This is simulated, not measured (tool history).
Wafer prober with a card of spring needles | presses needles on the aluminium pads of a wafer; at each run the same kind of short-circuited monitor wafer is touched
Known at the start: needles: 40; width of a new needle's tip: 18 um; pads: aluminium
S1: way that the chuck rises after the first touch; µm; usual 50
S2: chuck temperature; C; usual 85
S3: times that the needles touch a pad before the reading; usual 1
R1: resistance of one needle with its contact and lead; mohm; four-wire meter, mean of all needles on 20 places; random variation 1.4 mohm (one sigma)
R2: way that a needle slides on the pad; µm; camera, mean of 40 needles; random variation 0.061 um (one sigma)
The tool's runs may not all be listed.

run 1 day=0.000 | S1=50 S2=85 S3=1 | R1=119 R2=8.75
run 2 day=0.192 | S1=50 S2=85 S3=1 | R1=118 R2=8.71
run 3 day=0.488 | S1=50 S2=85 S3=1 | R1=118 R2=8.73
run 4 day=0.667 | S1=49 S2=85 S3=1 | R1=119 R2=8.44
run 5 day=0.967 | S1=49 S2=85 S3=1 | R1=119 R2=8.63
run 6 day=1.200 | S1=49 S2=85 S3=1 | R1=118 R2=8.64
run 7 day=1.529 | S1=49 S2=85 S3=1 | R1=120 R2=8.70
run 8 day=1.846 | S1=49 S2=64 S3=1 | R1=115 R2=8.61
run 9 day=2.050 | S1=49 S2=64 S3=1 | R1=116 R2=8.64
run 10 day=2.454 | S1=33 S2=74 S3=2 | R1=130 R2=5.74
run 11 day=2.633 | S1=50 S2=90 S3=2 | R1=120 R2=8.63
run 12 day=2.929 | S1=50 S2=90 S3=2 | R1=118 R2=8.80
run 13 day=3.217 | S1=50 S2=90 S3=2 | R1=120 R2=8.80
run 14 day=3.575 | S1=59 S2=83 S3=2 | R1=115 R2=10.38
run 15 day=3.938 | S1=59 S2=83 S3=2 | R1=115 R2=10.33
run 16 day=4.279 | S1=59 S2=83 S3=2 | R1=114 R2=10.27
run 17 day=4.550 | S1=39 S2=85 S3=1 | R1=124 R2=6.77
run 18 day=4.767 | S1=39 S2=85 S3=2 | R1=124 R2=6.90

Taken out of this log: 11 entries between the listed runs. Where each belongs, and how the hidden state differs across it:
Between runs 2 and 3: tips cleaned on abrasive film (day 0.329)
  debris on the tips, nm: 0.3 -> 0.2
Between runs 4 and 5: tips cleaned on abrasive film (day 0.742)
  debris on the tips, nm: 0.3 -> 0.2
Between runs 5 and 6: tips cleaned on abrasive film (day 1.146)
  debris on the tips, nm: 0.2 -> 0.1
Between runs 7 and 8: tips cleaned on abrasive film (day 1.562)
  no hidden state differs between the two runs
Between runs 8 and 9: tips cleaned on abrasive film (day 1.983)
  debris on the tips, nm: 0.3 -> 0.1
Between runs 9 and 10: tips cleaned on abrasive film (day 2.412)
  no hidden state differs between the two runs
Between runs 11 and 12: tips cleaned on abrasive film (day 2.808)
  no hidden state differs between the two runs
Between runs 12 and 13: tips cleaned on abrasive film (day 3.217)
  debris on the tips, nm: 0.2 -> 0
Between runs 14 and 15: tips cleaned on abrasive film (day 3.617)
  no hidden state differs between the two runs
Between runs 15 and 16: tips cleaned on abrasive film (day 4.008)
  no hidden state differs between the two runs
Between runs 16 and 17: tips cleaned on abrasive film (day 4.429)
  debris on the tips, nm: 0.3 -> 0.2
